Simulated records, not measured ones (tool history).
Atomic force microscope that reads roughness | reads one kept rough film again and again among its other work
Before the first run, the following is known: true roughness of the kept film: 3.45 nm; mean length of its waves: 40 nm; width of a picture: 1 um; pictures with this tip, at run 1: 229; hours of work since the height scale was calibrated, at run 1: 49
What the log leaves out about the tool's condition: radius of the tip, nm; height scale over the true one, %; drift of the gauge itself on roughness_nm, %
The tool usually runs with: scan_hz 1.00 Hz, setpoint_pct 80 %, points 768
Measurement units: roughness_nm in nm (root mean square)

run,hour,scan_hz,setpoint_pct,points,pictures with this tip,hours of work since the height scale was calibrated,roughness_nm
1,0.0,1.00,80,768,229,49,2.618
2,29.4,1.00,80,768,258,64,2.548
# hour 38.2: new tip fitted
3,49.1,1.00,80,768,11,73,3.092
4,65.8,1.00,80,768,27,82,3.045
5,97.2,1.62,80,768,59,97,2.892
6,117.4,1.00,80,768,79,107,2.903
7,140.5,1.00,80,768,102,119,2.883
8,169.5,1.00,80,768,131,133,2.822
9,193.0,1.00,80,1001,154,145,2.794
10,209.2,1.00,74,1001,170,153,2.773
11,240.2,1.00,74,1001,201,169,2.717
12,267.0,1.00,74,1001,228,182,2.675
13,284.5,1.00,74,1001,246,191,2.618
# hour 305.0: new tip fitted
14,312.0,1.00,74,1001,7,204,3.132
15,326.4,1.00,74,1001,21,211,3.111
16,352.6,1.00,74,1001,47,224,3.046
17,382.1,1.00,80,344,77,239,2.923
18,400.0,0.76,80,344,95,248,2.916
19,422.9,0.76,80,344,117,259,2.888
20,453.0,0.76,80,344,148,274,2.798
21,473.8,1.00,71,768,168,285,2.779
22,504.9,1.58,80,768,199,300,2.608
23,528.7,1.00,80,768,223,312,2.653
24,554.4,1.00,80,768,249,325,2.582
# hour 571.6: new tip fitted
25,574.3,1.00,80,491,2,334,3.135
26,595.6,1.00,80,491,24,345,3.069
27,609.4,1.00,80,768,37,352,3.041
28,632.3,0.93,87,713,60,363,2.963
29,659.7,2.99,60,368,88,377,2.943
30,680.3,2.35,57,330,108,387,2.905
31,709.3,2.35,57,330,137,401,2.858
# hour 712.7: height scale calibrated on a step standard
32,732.7,2.35,57,330,160,10,2.815
33,761.1,1.86,65,983,188,24,2.741
# hour 766.4: height scale calibrated on a step standard, once more
34,777.8,1.23,67,983,204,6,2.733
35,792.7,1.64,80,768,218,13,2.569
36,820.1,1.64,80,768,246,27,2.536
37,835.3,1.64,80,768,261,34,2.507
# hour 842.0: new tip fitted
38,851.9,1.50,61,768,10,42,3.140
39,871.7,1.50,61,768,30,52,3.109
40,886.5,0.98,80,768,45,60,2.990
41,912.1,3.36,62,670,70,72,2.928
42,936.2,1.60,62,527,94,84,2.939
43,955.7,1.60,62,527,114,94,2.918
44,973.0,1.60,62,527,131,103,2.866
45,991.1,0.53,80,768,149,112,2.815
46,1017.1,0.55,65,561,175,125,2.813
47,1038.0,0.55,65,561,196,135,2.778
48,1053.2,1.00,57,756,211,142,2.747
49,1080.9,1.00,57,756,239,156,2.702
50,1098.1,2.68,87,682,256,165,2.325
# hour 1109.8: new tip fitted
51,1126.0,1.00,80,845,16,178,3.089
52,1151.4,3.83,80,768,42,191,2.702
53,1166.4,3.83,71,968,57,199,2.828

Take each entry between the runs: how does the hidden state at the last listed run before it differ from the hidden state at the first listed run after it?
Run 2 -> run 3: new tip fitted (hour 38.2)
  radius of the tip, nm: 34.5 -> 8.5; height scale over the true one, %: -0.01 -> 0
  measured value less the no-hidden-state value, roughness_nm: -0.563 -> -0.036 nm (root mean square)
Run 13 -> run 14: new tip fitted (hour 305.0)
  radius of the tip, nm: 32 -> 7.9; height scale over the true one, %: 0.2 -> 0.23
  measured value less the no-hidden-state value, roughness_nm: -0.518 -> -0.016 nm (root mean square)
Run 24 -> run 25: new tip fitted (hour 571.6)
  radius of the tip, nm: 32.7 -> 7.2; height scale over the true one, %: 0.43 -> 0.44
  measured value less the no-hidden-state value, roughness_nm: -0.522 -> +0.008 nm (root mean square)
Run 31 -> run 32: height scale calibrated on a step standard (hour 712.7)
  radius of the tip, nm: 20.6 -> 23.1; height scale over the true one, %: 0.56 -> 0.69
  measured value less the no-hidden-state value, roughness_nm: -0.295 -> -0.341 nm (root mean square)
Run 33 -> run 34: height scale calibrated on a step standard, once more (hour 766.4)
  radius of the tip, nm: 26.1 -> 27.9; height scale over the true one, %: 0.72 -> -0.03
  measured value less the no-hidden-state value, roughness_nm: -0.399 -> -0.460 nm (root mean square)
Run 37 -> run 38: new tip fitted (hour 842.0)
  radius of the tip, nm: 33.8 -> 8.4; height scale over the true one, %: 0.02 -> 0.03
  measured value less the no-hidden-state value, roughness_nm: -0.537 -> -0.033 nm (root mean square)
Run 50 -> run 51: new tip fitted (hour 1109.8)
  radius of the tip, nm: 32.9 -> 9; height scale over the true one, %: 0.25 -> 0.27
  measured value less the no-hidden-state value, roughness_nm: -0.477 -> -0.040 nm (root mean square)
